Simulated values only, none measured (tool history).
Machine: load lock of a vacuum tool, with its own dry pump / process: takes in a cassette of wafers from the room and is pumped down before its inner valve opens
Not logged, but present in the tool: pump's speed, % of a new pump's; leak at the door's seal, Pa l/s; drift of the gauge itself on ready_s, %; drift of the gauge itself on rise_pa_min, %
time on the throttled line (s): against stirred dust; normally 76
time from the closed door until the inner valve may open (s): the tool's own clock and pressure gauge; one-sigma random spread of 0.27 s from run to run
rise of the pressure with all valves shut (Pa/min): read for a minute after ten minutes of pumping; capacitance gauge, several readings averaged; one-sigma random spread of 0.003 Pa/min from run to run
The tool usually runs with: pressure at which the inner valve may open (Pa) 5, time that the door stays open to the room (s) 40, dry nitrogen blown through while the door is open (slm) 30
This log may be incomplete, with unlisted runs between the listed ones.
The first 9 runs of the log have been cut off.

run	hour	time on the throttled line (s)	pressure at which the inner valve may open (Pa)	time that the door stays open to the room (s)	dry nitrogen blown through while the door is open (slm)	hours that the pump has run since its overhaul	times that the door has closed on its seal	incoming humidity of the room's air, %	time from the closed door until the inner valve may open (s)	rise of the pressure with all valves shut (Pa/min)
10	1835.0	76	5	40	30	4011	18023	43.3	100.6	0.024
11	2121.4	76	5	40	30	4297	18544	45.1	101.0	0.026
12	2312.0	76	5	40	30	4488	18891	47.5	100.6	0.027
13	2530.7	76	5	40	30	4707	19289	48.1	101.0	0.028
14	2725.8	76	5	40	23	4902	19644	44.1	100.9	0.025
15	2846.3	76	5	40	23	5022	19863	44.5	100.4	0.031
16	2978.4	76	5	40	30	5154	20103	43.2	100.9	0.029
17	3182.4	76	5	40	30	5358	20474	43.0	100.7	0.028
18	3312.4	76	5	87	30	5488	20711	46.5	101.8	0.036
19	3436.8	76	5	87	30	5613	20937	41.2	101.0	0.032
20	3583.5	46	5	87	4	5760	21204	49.7	74.0	0.063
21	3828.8	129	6	80	30	6005	21650	43.6	148.2	0.029

Run 22, settings as shown, results not yet in. Your forecast:
22	4110.5	42	5	40	41	6287	22163	43.9	?	?

Run 22 produced time from the closed door until the inner valve may open (s) 70.5, rise of the pressure with all valves shut (Pa/min) 0.025.
Had the tool carried no hidden state, the very same run would have given time from the closed door until the inner valve may open (s) 70.5, rise of the pressure with all valves shut (Pa/min) 0.025.
